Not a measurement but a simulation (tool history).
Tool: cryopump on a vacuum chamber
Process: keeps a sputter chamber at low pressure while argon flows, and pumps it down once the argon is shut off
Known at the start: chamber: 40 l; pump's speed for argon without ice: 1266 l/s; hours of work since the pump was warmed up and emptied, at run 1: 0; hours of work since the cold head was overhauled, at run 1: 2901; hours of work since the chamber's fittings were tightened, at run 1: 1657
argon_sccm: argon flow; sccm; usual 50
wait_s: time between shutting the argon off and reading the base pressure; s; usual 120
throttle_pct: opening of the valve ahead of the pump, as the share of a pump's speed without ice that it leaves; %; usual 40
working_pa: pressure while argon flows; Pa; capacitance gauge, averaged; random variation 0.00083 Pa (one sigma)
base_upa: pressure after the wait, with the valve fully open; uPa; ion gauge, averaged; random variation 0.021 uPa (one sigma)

run	hour	argon_sccm	wait_s	throttle_pct	hours of work since the pump was warmed up and emptied	hours of work since the cold head was overhauled	hours of work since the chamber's fittings were tightened	working_pa	base_upa
1	0.0	50	120	40	0	2901	1657	0.1694	0.85
2	77.4	50	120	40	55	2956	1712	0.1717	0.93
3	165.0	50	120	40	118	3019	1775	0.1789	0.97
4	226.7	50	120	40	162	3063	1819	0.1820	1.03
5	313.0	50	134	40	224	3125	1881	0.1877	1.10
6	392.9	50	134	40	281	3182	1938	0.1941	1.16
7	486.7	50	120	40	348	3249	2005	0.2022	1.28
# hour 536.7: pump warmed up, emptied and cooled again
8	593.6	50	120	40	41	3322	2078	0.1725	0.96
9	675.2	50	120	24	99	3380	2136	0.2887	1.06
10	743.6	50	120	24	148	3429	2185	0.2909	1.08
11	834.0	50	120	24	212	3493	2249	0.2992	1.24
12	906.2	50	31	21	264	3545	2301	0.3452	1.87
13	965.9	81	81	17	307	3588	2344	0.6883	1.47
14	1056.4	81	25	17	371	3652	2408	0.7018	2.28
# hour 1077.8: pump warmed up, emptied and cooled again
15	1144.3	81	25	17	48	3712	2468	0.6421	1.89
16	1231.4	53	72	27	110	3774	2530	0.2708	1.31
17	1327.1	53	72	27	178	3842	2598	0.2795	1.41
18	1426.8	50	46	43	249	3914	2669	0.1792	1.69
19	1499.5	50	46	43	301	3965	2721	0.1839	1.78
20	1602.3	49	46	43	375	4039	2795	0.1915	1.93
# hour 1615.2: pump warmed up, emptied and cooled again
21	1658.5	50	290	36	31	4076	2831	0.1898	1.03
22	1768.2	57	40	39	109	4154	2910	0.2080	1.75

5 ways to go on from here, each from the tool as it stands after run 22. What would each give?
A	1856.3	50	40	16	172	4217	2973	?	?
B	1856.3	57	31	18	172	4217	2973	?	?
C	1856.3	81	32	38	172	4217	2973	?	?
D	1856.3	39	120	40	172	4217	2973	?	?
E	1856.3	28	40	22	172	4217	2973	?	?

run	working_pa	base_upa
A	0.4330	1.77
B	0.4411	1.88
C	0.3120	1.84
D	0.1430	1.36
E	0.1779	1.76
Without the tool's hidden state the same runs would have given:
run	working_pa	base_upa
A	0.4170	0.85
B	0.4229	0.99
C	0.2861	0.94
D	0.1306	0.47
E	0.1690	0.86

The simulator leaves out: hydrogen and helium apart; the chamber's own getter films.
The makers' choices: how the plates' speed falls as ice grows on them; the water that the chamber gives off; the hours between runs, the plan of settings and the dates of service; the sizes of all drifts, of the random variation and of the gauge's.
